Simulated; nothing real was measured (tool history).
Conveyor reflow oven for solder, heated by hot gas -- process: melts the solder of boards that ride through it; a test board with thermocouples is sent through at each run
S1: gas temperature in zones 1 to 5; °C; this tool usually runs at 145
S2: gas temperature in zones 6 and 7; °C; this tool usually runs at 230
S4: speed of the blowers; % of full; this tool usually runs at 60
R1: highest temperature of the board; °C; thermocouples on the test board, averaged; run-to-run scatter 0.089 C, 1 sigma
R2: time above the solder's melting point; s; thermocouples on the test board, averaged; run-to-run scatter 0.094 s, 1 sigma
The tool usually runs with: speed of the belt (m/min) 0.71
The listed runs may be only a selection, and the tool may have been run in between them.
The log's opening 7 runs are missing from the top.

{"run": 8, "hour": 475.4, "S1": 145, "S2": 230, "speed of the belt (m/min)": 0.71, "S4": 60, "R1": 210.73, "R2": 35.48}
{"run": 9, "hour": 539.2, "S1": 145, "S2": 230, "speed of the belt (m/min)": 0.71, "S4": 60, "R1": 210.91, "R2": 35.56}
{"run": 10, "hour": 598.4, "S1": 145, "S2": 230, "speed of the belt (m/min)": 0.71, "S4": 60, "R1": 210.89, "R2": 35.35}
{"run": 11, "hour": 664.7, "S1": 145, "S2": 230, "speed of the belt (m/min)": 0.71, "S4": 60, "R1": 210.95, "R2": 35.7}
{"run": 12, "hour": 736.2, "S1": 145, "S2": 230, "speed of the belt (m/min)": 0.71, "S4": 60, "R1": 211.03, "R2": 35.56}
{"hour": 781.9, "done": "flux residue cleaned out of gas plates and filters"}
{"run": 13, "hour": 825.0, "S1": 145, "S2": 230, "speed of the belt (m/min)": 0.71, "S4": 60, "R1": 210.89, "R2": 35.35}
{"run": 14, "hour": 870.2, "S1": 145, "S2": 230, "speed of the belt (m/min)": 0.71, "S4": 70, "R1": 213.76, "R2": 37.49}
{"run": 15, "hour": 913.2, "S1": 145, "S2": 230, "speed of the belt (m/min)": 0.71, "S4": 70, "R1": 213.71, "R2": 37.6}
{"hour": 959.9, "done": "belt drive overhauled, speed set with a stopwatch"}
{"run": 16, "hour": 972.2, "S1": 145, "S2": 230, "speed of the belt (m/min)": 0.71, "S4": 70, "R1": 213.5, "R2": 37.75}
{"run": 17, "hour": 1020.2, "S1": 136, "S2": 230, "speed of the belt (m/min)": 0.722, "S4": 60, "R1": 208.28, "R2": 30.67}
{"run": 18, "hour": 1078.4, "S1": 136, "S2": 230, "speed of the belt (m/min)": 0.722, "S4": 60, "R1": 208.25, "R2": 30.74}
{"run": 19, "hour": 1165.7, "S1": 138, "S2": 229, "speed of the belt (m/min)": 0.71, "S4": 60, "R1": 208.35, "R2": 32.04}
{"hour": 1208.6, "done": "flux residue cleaned out of gas plates and filters"}
{"run": 20, "hour": 1239.5, "S1": 138, "S2": 229, "speed of the belt (m/min)": 0.71, "S4": 60, "R1": 208.5, "R2": 31.88}
{"run": 21, "hour": 1311.1, "S1": 139, "S2": 228, "speed of the belt (m/min)": 0.71, "S4": 76, "R1": 212.18, "R2": 35.52}
{"run": 22, "hour": 1389.1, "S1": 139, "S2": 228, "speed of the belt (m/min)": 0.71, "S4": 76, "R1": 212.18, "R2": 35.57}
{"run": 23, "hour": 1454.3, "S1": 152, "S2": 230, "speed of the belt (m/min)": 0.69, "S4": 60, "R1": 213.33, "R2": 40.47}
{"run": 24, "hour": 1529.7, "S1": 145, "S2": 230, "speed of the belt (m/min)": 0.827, "S4": 80, "R1": 211.21, "R2": 30.75}
{"run": 25, "hour": 1585.3, "S1": 145, "S2": 230, "speed of the belt (m/min)": 0.827, "S4": 51, "R1": 201.7, "R2": 22.82}
{"hour": 1605.1, "done": "thermocouples of zones 6 and 7 changed"}
{"hour": 1632.4, "done": "flux residue cleaned out of gas plates and filters"}
{"run": 26, "hour": 1637.7, "S1": 135, "S2": 221, "speed of the belt (m/min)": 0.603, "S4": 73, "R1": 209.27, "R2": 39.84}
{"run": 27, "hour": 1683.7, "S1": 135, "S2": 237, "speed of the belt (m/min)": 0.768, "S4": 69, "R1": 214.58, "R2": 32.49}
{"run": 28, "hour": 1773.9, "S1": 152, "S2": 222, "speed of the belt (m/min)": 0.71, "S4": 55, "R1": 204.54, "R2": 32.67}
{"run": 29, "hour": 1850.6, "S1": 132, "S2": 233, "speed of the belt (m/min)": 0.835, "S4": 86, "R1": 212.04, "R2": 28.1}
{"run": 30, "hour": 1918.7, "S1": 132, "S2": 233, "speed of the belt (m/min)": 0.835, "S4": 86, "R1": 212.12, "R2": 28.28}
{"run": 31, "hour": 1975.8, "S1": 145, "S2": 244, "speed of the belt (m/min)": 0.692, "S4": 60, "R1": 223.47, "R2": 43.5}

Here are 3 independent what-if runs from the current tool condition. What would each one return?
{"run": "A", "hour": 2017.8, "S1": 145, "S2": 244, "speed of the belt (m/min)": 0.763, "S4": 60, "R1": "?", "R2": "?"}
{"run": "B", "hour": 2017.8, "S1": 145, "S2": 244, "speed of the belt (m/min)": 0.825, "S4": 52, "R1": "?", "R2": "?"}
{"run": "C", "hour": 2017.8, "S1": 150, "S2": 235, "speed of the belt (m/min)": 0.692, "S4": 61, "R1": "?", "R2": "?"}

run=A R1=219.56 R2=37.54
run=B R1=212.9 R2=30.73
run=C R1=217.32 R2=41.81
Stripped of hidden state, with their random variation kept, the same runs would have yielded:
run=A R1=219.57 R2=37.54
run=B R1=212.91 R2=30.73
run=C R1=217.33 R2=41.81
